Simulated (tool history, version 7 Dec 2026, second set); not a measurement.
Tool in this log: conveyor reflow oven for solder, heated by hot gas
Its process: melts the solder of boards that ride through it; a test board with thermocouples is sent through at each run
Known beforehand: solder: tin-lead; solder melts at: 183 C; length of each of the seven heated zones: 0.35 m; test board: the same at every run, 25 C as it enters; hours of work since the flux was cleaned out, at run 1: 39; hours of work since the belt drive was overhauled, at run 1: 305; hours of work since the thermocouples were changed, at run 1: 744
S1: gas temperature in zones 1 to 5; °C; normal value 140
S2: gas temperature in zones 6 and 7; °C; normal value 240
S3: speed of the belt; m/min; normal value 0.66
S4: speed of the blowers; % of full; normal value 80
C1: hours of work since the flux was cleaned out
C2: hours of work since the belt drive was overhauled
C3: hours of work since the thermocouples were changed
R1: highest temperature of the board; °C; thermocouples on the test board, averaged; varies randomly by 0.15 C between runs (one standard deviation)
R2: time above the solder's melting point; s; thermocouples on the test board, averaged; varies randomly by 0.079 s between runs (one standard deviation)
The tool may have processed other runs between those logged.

run,hour,S1,S2,S3,S4,C1,C2,C3,R1,R2
1,0,140,240,0.66,80,39,305,744,227.5,54.37
2,28.3,151,240,0.66,80,54,320,758,229.1,58.32
3,60,140,240,0.66,80,70,336,775,227.2,54.01
4,96,140,240,0.66,80,89,355,794,227.1,54.05
5,119.1,140,240,0.66,80,101,367,806,227.3,54.09
# hour 129.6: thermocouples of zones 6 and 7 changed
6,153.8,155,240,0.66,80,118,384,13,227.5,59.18
7,177.8,140,240,0.66,54,131,397,25,217.1,47.82
8,212.3,140,240,0.66,62,149,415,43,220,49.89
9,233.3,140,240,0.66,62,160,426,54,219.8,49.87
10,270.1,140,240,0.66,62,179,445,73,219.7,49.78
11,294.7,139,240,0.66,80,192,458,86,224.5,52.66
# hour 300.8: belt drive overhauled, speed set with a stopwatch
12,337.3,139,240,0.66,80,212,19,106,224.5,52.49
13,361.6,140,240,0.66,80,225,32,119,224.3,52.91
14,378.9,140,240,0.66,80,234,41,128,224.2,52.81
15,405.2,140,240,0.66,80,247,55,142,224.2,52.75
# hour 427.6: belt drive overhauled, speed set with a stopwatch, once more
16,436.8,140,240,0.66,80,262,5,156,223.4,51.61
17,472.3,140,240,0.66,80,280,23,175,223.5,51.67
18,501.1,141,233,0.555,84,295,38,190,223,62.31
19,531.7,143,240,0.66,80,311,54,206,223.8,52.52
20,555.9,143,238,0.614,80,324,67,218,224,56.99
21,586.9,154,248,0.539,71,340,83,235,236.1,75.6
22,605.7,132,248,0.569,71,350,93,245,231.1,62.28
23,636.2,131,240,0.66,51,366,109,260,211.7,40
# hour 645.5: flux residue cleaned out of gas plates and filters
24,663.7,133,240,0.765,52,9,121,272,210,33.51
25,688.9,140,237,0.66,63,23,134,285,219.4,49.33
26,712.8,151,246,0.66,63,35,146,298,229.3,57.93
27,745.6,140,240,0.608,80,52,164,315,228.7,59.41
28,772,140,230,0.655,80,66,177,329,217.6,49.43
29,793.6,140,230,0.655,80,77,189,340,217.5,49.3
30,824.7,140,230,0.655,80,94,205,356,217.6,49.27

Here are 5 independent what-if runs from the current tool condition. What would each one return?
A,863.3,140,240,0.66,73,114,225,376,?,?
B,863.3,138,230,0.607,78,114,225,376,?,?
C,863.3,140,240,0.66,50,114,225,376,?,?
D,863.3,150,231,0.655,61,114,225,376,?,?
E,863.3,126,239,0.655,80,114,225,376,?,?

run,R1,R2
A,224.3,52.38
B,218.5,53.69
C,216.2,46.6
D,215.3,50.37
E,223.2,48.56
Take away the tool's hidden state, keep each run's random variation, and the runs would have read:
run,R1,R2
A,225.1,52.86
B,219.1,54.27
C,216.8,47.12
D,215.9,50.86
E,224.1,49.24
